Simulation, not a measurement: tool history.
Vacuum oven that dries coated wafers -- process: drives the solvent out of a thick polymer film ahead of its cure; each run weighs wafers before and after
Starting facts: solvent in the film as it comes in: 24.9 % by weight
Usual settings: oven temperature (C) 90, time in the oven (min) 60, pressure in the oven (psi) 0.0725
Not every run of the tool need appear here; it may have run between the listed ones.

run   hour  oven temperature (C)  time in the oven (min)  pressure in the oven (psi)  solvent left in the film (%)
  1      0                    90                      60                      0.0725                         1.362
  2    9.1                   104                      60                      0.0725                         0.274
  3   18.5                   104                      60                      0.0725                         0.264
  4   30.3                   100                      60                      0.0725                          0.38
  5     36                   100                      60                      0.0725                         0.383
  6   48.6                   100                      60                      0.0725                         0.377
  7   58.5                    88                      60                      0.0725                         1.719
  8   67.7                    90                      60                      0.0725                         1.362
  9   73.7                    90                      60                      0.0725                         1.349
 10   85.2                    90                      60                      0.0725                         1.352
 11   93.2                    90                      60                      0.0725                          1.36
 12  105.3                    90                      60                      0.0725                         1.342
 13  114.7                    90                      60                      0.0725                         1.337
 14  122.3                    80                      96                      0.0743                         1.692
 15    133                    80                      96                      0.0743                         1.692
 16  145.1                    77                      93                      0.0383                         2.245
 17  153.6                    77                      93                      0.0383                         2.262
 18  163.4                    77                      60                      0.0956                         5.069
 19  170.5                    88                      60                      0.0956                         1.802
 20  181.9                    88                      60                      0.0956                         1.814
 21  189.2                    88                      60                      0.0956                          1.81
 22  197.4                    90                      68                      0.0725                         1.009
 23  207.4                   102                      70                      0.0725                         0.268
 24    218                   102                      70                      0.0725                         0.268
 25  227.3                    90                      57                        0.23                         2.139

Alternative continuations, all from the tool just after run 25; predict every row:
  A  237.8                    91                      54                      0.1065                             ?
  B  237.8                    90                      57                      0.0476                             ?
  C  237.8                    82                      35                      0.1962                             ?

run  solvent left in the film (%)
  A                         1.625
  B                         1.403
  C                         7.231
With no hidden state in the tool, these same runs would have given:
run  solvent left in the film (%)
  A                         1.635
  B                         1.409
  C                         7.307
